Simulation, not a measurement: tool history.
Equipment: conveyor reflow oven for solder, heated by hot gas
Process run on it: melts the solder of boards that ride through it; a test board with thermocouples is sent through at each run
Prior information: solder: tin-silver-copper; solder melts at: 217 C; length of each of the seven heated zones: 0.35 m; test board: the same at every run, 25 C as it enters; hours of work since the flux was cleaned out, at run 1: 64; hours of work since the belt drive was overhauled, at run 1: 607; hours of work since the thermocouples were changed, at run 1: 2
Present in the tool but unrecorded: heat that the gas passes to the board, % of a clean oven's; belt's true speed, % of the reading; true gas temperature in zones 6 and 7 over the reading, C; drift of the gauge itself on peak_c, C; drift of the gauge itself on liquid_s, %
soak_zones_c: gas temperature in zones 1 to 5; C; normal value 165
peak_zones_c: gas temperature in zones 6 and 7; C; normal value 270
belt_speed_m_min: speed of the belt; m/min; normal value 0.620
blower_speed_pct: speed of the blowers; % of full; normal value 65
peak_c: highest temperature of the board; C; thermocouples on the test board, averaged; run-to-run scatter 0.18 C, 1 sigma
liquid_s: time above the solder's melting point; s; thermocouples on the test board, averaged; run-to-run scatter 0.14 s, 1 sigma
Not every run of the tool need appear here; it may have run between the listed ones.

run    hour  soak_zones_c  peak_zones_c  belt_speed_m_min  blower_speed_pct  hours of work since the flux was cleaned out  hours of work since the belt drive was overhauled  hours of work since the thermocouples were changed  peak_c  liquid_s
  1     0.0           165           270             0.620                65                                            64                                                607                                                   2   248.5      45.3
  2    75.2           165           270             0.558                65                                           115                                                658                                                  53   252.0      54.1
  3   166.7           165           270             0.558                65                                           177                                                719                                                 115   251.7      53.7
  4   224.6           165           270             0.558                65                                           216                                                758                                                 154   251.7      53.5
      274.2  -- belt drive overhauled, speed set with a stopwatch
      286.9  -- flux residue cleaned out of gas plates and filters
  5   307.1           165           270             0.636                65                                            14                                                 19                                                 203   247.5      42.5
  6   353.6           165           270             0.636                65                                            45                                                 50                                                 235   247.3      42.3
  7   403.9           165           270             0.636                65                                            79                                                 84                                                 269   246.5      42.2
  8   485.8           165           270             0.620                65                                           134                                                139                                                 324   247.6      44.0
  9   531.5           165           270             0.620                65                                           165                                                170                                                 355   247.2      43.6
 10   585.0           165           270             0.620                65                                           201                                                206                                                 391   247.2      43.7
      661.4  -- flux residue cleaned out of gas plates and filters
 11   661.4           165           270             0.620                65                                             0                                                255                                                 439   248.3      44.7
 12   747.2           165           270             0.620                65                                            58                                                313                                                 497   248.2      44.8
      829.3  -- thermocouples of zones 6 and 7 changed
 13   830.6           165           270             0.620                65                                           113                                                367                                                   1   248.5      45.0
 14   894.4           165           270             0.573                65                                           156                                                411                                                  44   250.9      51.3
 15   981.9           165           270             0.620                66                                           215                                                470                                                 103   248.2      44.7
     1040.7  -- flux residue cleaned out of gas plates and filters
 16  1065.6           165           270             0.620                66                                            17                                                523                                                 156   249.1      46.2
 17  1109.4           165           259             0.511                65                                            46                                                552                                                 186   245.2      54.9
 18  1188.2           165           261             0.511                60                                           100                                                606                                                 239   245.8      54.4
 19  1273.4           165           261             0.511                60                                           157                                                663                                                 296   245.4      54.1
 20  1330.5           165           261             0.511                60                                           196                                                702                                                 335   245.2      53.9
     1421.7  -- flux residue cleaned out of gas plates and filters
 21  1425.4           168           278             0.576                60                                             2                                                762                                                 396   257.7      57.1

What will run 22 give?
     1470.4  -- belt drive overhauled, speed set with a stopwatch
 22  1495.1           168           278             0.576                60                                            47                                                 17                                                 440       ?         ?

peak_c: 256.2 C
liquid_s: 54.4 s
Without the tool's hidden state the same run would have given peak_c 257.4 C, liquid_s 55.4 s.

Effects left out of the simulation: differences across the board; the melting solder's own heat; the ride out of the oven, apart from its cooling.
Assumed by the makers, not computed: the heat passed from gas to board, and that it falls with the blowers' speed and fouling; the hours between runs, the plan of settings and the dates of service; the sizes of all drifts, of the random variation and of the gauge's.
